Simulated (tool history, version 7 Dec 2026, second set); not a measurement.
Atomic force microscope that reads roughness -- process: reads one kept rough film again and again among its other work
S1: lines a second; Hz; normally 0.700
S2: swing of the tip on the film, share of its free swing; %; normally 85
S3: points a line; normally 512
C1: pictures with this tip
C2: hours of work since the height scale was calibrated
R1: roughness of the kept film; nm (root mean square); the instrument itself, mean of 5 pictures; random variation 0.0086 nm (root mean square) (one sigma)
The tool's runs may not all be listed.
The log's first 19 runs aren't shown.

-- hour=1006.6 new tip fitted
run 20 hour=1039.2 | S1=3.288 S2=66 S3=751 | C1=79 C2=738 | R1=1.847
run 21 hour=1077.2 | S1=3.288 S2=66 S3=751 | C1=172 C2=764 | R1=1.813
run 22 hour=1136.8 | S1=3.288 S2=66 S3=751 | C1=317 C2=807 | R1=1.767
-- hour=1141.0 new tip fitted
run 23 hour=1179.5 | S1=3.288 S2=66 S3=751 | C1=94 C2=837 | R1=1.847
run 24 hour=1241.8 | S1=3.053 S2=66 S3=452 | C1=246 C2=881 | R1=1.807
-- hour=1276.2 new tip fitted
run 25 hour=1303.4 | S1=1.005 S2=67 S3=445 | C1=67 C2=924 | R1=1.933
run 26 hour=1352.5 | S1=1.005 S2=67 S3=445 | C1=187 C2=959 | R1=1.902
run 27 hour=1400.7 | S1=1.005 S2=67 S3=445 | C1=304 C2=993 | R1=1.841
-- hour=1410.5 new tip fitted
run 28 hour=1472.0 | S1=0.801 S2=84 S3=392 | C1=149 C2=1043 | R1=1.870
run 29 hour=1510.0 | S1=0.834 S2=85 S3=512 | C1=242 C2=1070 | R1=1.819
-- hour=1544.7 new tip fitted
run 30 hour=1567.2 | S1=0.834 S2=85 S3=512 | C1=54 C2=1110 | R1=1.891
run 31 hour=1633.4 | S1=1.815 S2=79 S3=622 | C1=216 C2=1157 | R1=1.783
-- hour=1677.4 new tip fitted
run 32 hour=1677.4 | S1=3.530 S2=58 S3=320 | C1=0 C2=1188 | R1=1.908
run 33 hour=1742.7 | S1=3.451 S2=70 S3=399 | C1=159 C2=1234 | R1=1.793
run 34 hour=1807.6 | S1=3.451 S2=70 S3=399 | C1=317 C2=1280 | R1=1.726
-- hour=1812.6 new tip fitted
run 35 hour=1878.8 | S1=0.680 S2=62 S3=366 | C1=162 C2=1330 | R1=1.921
run 36 hour=1913.1 | S1=0.700 S2=89 S3=512 | C1=245 C2=1354 | R1=1.828

Below are 3 alternative next runs, each starting from the tool's condition after run 36. Predict each:
-- hour=1945.2 new tip fitted
run A hour=1951.2 | S1=0.700 S2=86 S3=512 | C1=15 C2=1381 | R1=?
-- hour=1945.2 new tip fitted
run B hour=1951.2 | S1=0.846 S2=67 S3=512 | C1=15 C2=1381 | R1=?
-- hour=1945.2 new tip fitted
run C hour=1951.2 | S1=0.700 S2=88 S3=512 | C1=15 C2=1381 | R1=?

run=A R1=1.929
run=B R1=1.991
run=C R1=1.923
Without the tool's unlogged condition, the same runs would have read:
run=A R1=1.912
run=B R1=1.974
run=C R1=1.907

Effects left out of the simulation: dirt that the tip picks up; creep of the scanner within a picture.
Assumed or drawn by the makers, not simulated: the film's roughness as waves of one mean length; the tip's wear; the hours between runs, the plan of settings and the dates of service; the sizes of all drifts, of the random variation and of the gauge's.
